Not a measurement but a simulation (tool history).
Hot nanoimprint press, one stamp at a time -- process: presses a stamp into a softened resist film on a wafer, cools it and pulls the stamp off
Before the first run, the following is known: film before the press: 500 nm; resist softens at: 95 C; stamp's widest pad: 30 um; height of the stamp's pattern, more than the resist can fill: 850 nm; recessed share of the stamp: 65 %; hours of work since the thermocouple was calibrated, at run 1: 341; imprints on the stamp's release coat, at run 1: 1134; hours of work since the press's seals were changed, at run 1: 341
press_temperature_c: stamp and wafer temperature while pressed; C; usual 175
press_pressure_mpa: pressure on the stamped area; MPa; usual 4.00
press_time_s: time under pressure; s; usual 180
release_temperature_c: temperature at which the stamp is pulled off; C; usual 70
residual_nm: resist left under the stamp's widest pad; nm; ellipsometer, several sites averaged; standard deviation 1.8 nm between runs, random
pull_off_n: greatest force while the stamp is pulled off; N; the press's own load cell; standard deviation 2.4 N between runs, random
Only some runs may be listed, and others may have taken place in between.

run,hour,press_temperature_c,press_pressure_mpa,press_time_s,release_temperature_c,hours of work since the thermocouple was calibrated,imprints on the stamp's release coat,hours of work since the press's seals were changed,residual_nm,pull_off_n
1,0.0,175,4.00,180,70,341,1134,341,309.8,206
2,17.6,175,4.00,180,70,348,1169,348,311.2,202
3,37.4,175,4.00,180,70,357,1208,357,315.1,204
4,46.3,175,4.00,180,70,360,1226,360,313.1,207
5,63.8,175,4.00,180,70,368,1261,368,315.4,212
6,78.1,175,4.00,180,70,374,1290,374,312.8,212
7,90.6,175,4.03,180,70,379,1315,379,310.8,206
8,107.8,182,4.00,180,70,386,1349,386,254.6,209
9,126.4,175,3.34,180,70,394,1387,394,332.0,209
10,142.4,175,3.34,180,70,400,1419,400,333.2,213
11,162.5,175,4.00,180,56,409,1459,409,316.4,244
12,172.9,175,4.00,180,56,413,1480,413,319.1,245
13,192.7,175,4.00,180,56,421,1519,421,316.0,244
14,206.4,175,4.00,180,56,427,1547,427,311.5,246
15,221.4,175,4.00,180,64,433,1577,433,314.6,228
# hour 239.7: stamp cleaned and given a new release coat
16,246.4,175,4.00,180,70,441,14,441,316.8,187
17,268.1,175,4.00,180,60,450,57,450,317.9,204
18,283.7,175,4.00,180,60,456,88,456,316.9,210
19,295.9,175,3.75,296,60,461,113,461,279.3,206
20,312.2,182,4.00,180,59,468,145,468,258.7,215
21,332.6,182,4.00,270,64,476,186,476,223.0,206
22,350.8,171,4.07,157,65,484,223,484,364.2,206
23,361.8,171,4.07,92,67,489,245,489,406.1,200
24,376.9,173,3.22,92,67,495,275,495,407.3,198
25,388.1,173,3.22,92,67,499,297,499,409.1,201
26,409.7,183,4.62,180,70,508,341,508,237.7,195
27,419.1,166,4.14,165,70,512,359,512,402.0,198
28,428.7,182,3.29,270,71,516,379,516,245.4,194
29,441.3,179,2.84,117,68,521,404,521,359.3,199
30,463.2,173,3.03,197,65,531,448,531,359.4,204
31,479.7,173,3.03,197,65,537,481,537,359.6,209

Here are 3 independent what-if runs from the current tool condition. What would each one return?
A,499.5,175,3.32,139,70,546,520,546,?,?
B,499.5,173,4.25,90,78,546,520,546,?,?
C,499.5,165,5.28,197,65,546,520,546,?,?

run,residual_nm,pull_off_n
A,363.5,191
B,391.6,182
C,374.9,205
Stripped of hidden state, with their random variation kept, the same runs would have yielded:
run,residual_nm,pull_off_n
A,339.1,178
B,367.9,169
C,345.8,191
